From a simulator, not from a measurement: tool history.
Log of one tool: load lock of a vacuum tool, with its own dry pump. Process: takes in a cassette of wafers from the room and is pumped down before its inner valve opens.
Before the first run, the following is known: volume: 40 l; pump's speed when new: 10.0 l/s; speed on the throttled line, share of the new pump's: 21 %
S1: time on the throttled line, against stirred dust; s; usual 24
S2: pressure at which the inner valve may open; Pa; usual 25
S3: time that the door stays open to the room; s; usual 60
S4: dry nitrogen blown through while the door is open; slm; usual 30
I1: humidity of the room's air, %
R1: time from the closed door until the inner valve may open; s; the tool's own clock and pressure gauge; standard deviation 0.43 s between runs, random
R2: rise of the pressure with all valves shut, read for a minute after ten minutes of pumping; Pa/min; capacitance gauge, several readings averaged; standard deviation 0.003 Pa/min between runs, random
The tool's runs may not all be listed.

run	day	S1	S2	S3	S4	I1	R1	R2
1	0.000	24	25	60	30	44.3	52.3	0.129
2	6.829	24	25	43	30	42.2	52.2	0.137
3	13.504	24	25	43	30	45.1	53.3	0.140
4	23.179	24	25	43	30	41.1	52.8	0.132
5	29.833	24	25	60	30	44.4	52.8	0.147
6	36.096	24	25	60	30	47.1	52.1	0.146
7	45.662	24	25	60	30	46.6	53.0	0.156
8	55.771	24	25	60	30	44.8	52.6	0.161
9	67.000	24	25	60	9	45.0	52.8	0.173
10	73.175	24	25	60	30	43.6	53.6	0.161
11	83.921	24	25	60	30	43.6	52.4	0.169
12	89.308	24	25	60	30	46.3	52.8	0.169
13	100.208	24	25	60	30	42.3	53.5	0.178
14	110.325	24	25	171	30	49.3	54.4	0.185
15	115.262	24	27	60	30	46.7	53.4	0.189
16	120.333	24	25	50	30	43.3	54.1	0.181
17	127.538	24	25	50	30	48.0	53.1	0.195
18	137.875	24	25	50	30	41.1	53.8	0.194
19	142.658	24	25	50	30	45.6	53.7	0.201
20	153.067	24	21	166	35	46.3	54.1	0.211
21	157.846	24	21	166	35	48.0	54.5	0.213
22	167.208	24	21	166	35	45.3	54.3	0.218
23	173.029	24	20	37	30	44.5	56.2	0.208
24	181.012	24	39	37	38	49.1	51.9	0.213
25	185.650	24	39	37	38	46.5	51.5	0.216
26	191.133	30	25	29	30	44.2	58.8	0.215
27	200.304	30	25	29	30	46.9	59.7	0.227
28	208.517	36	25	40	30	47.6	64.2	0.224
29	217.050	14	46	182	28	46.6	44.7	0.255
30	224.688	37	32	182	28	45.5	63.9	0.247
31	233.733	37	32	182	28	42.2	63.1	0.254
32	239.738	37	32	182	28	45.4	63.3	0.260
33	249.950	37	24	182	11	46.2	65.9	0.286
34	257.583	24	45	170	30	46.9	51.6	0.264

Selected run-to-run steps in R1, each split into two signed amounts: the part the tool would show with no hidden state at all (from settings, incoming material and random variation), and the remainder, which goes to the hidden state together with any gauge scatter not common to the measured and the hidden-state-free results:
Hidden state at play: pump's speed, % of a new pump's; leak at the door's seal, Pa l/s; drift of the gauge itself on ready_s, %; drift of the gauge itself on rise_pa_min, %.
Run 19 -> 20: S2 25 -> 21, S3 50 -> 166, S4 30 -> 35. R1 +0.4 s: hidden state +0.3, all else +0.1.
Run 28 -> 29: S1 36 -> 14, S2 25 -> 46, S3 40 -> 182, S4 30 -> 28. R1 -19.5 s: hidden state +0.3, all else -19.8.
Run 29 -> 30: S1 14 -> 37, S2 46 -> 32. R1 +19.2 s: hidden state -0.3, all else +19.5.
Run 32 -> 33: S2 32 -> 24, S4 28 -> 11. R1 +2.6 s: hidden state +0.4, all else +2.2.
Run 33 -> 34: S1 37 -> 24, S2 24 -> 45, S3 182 -> 170, S4 11 -> 30. R1 -14.3 s: hidden state -0.1, all else -14.2.
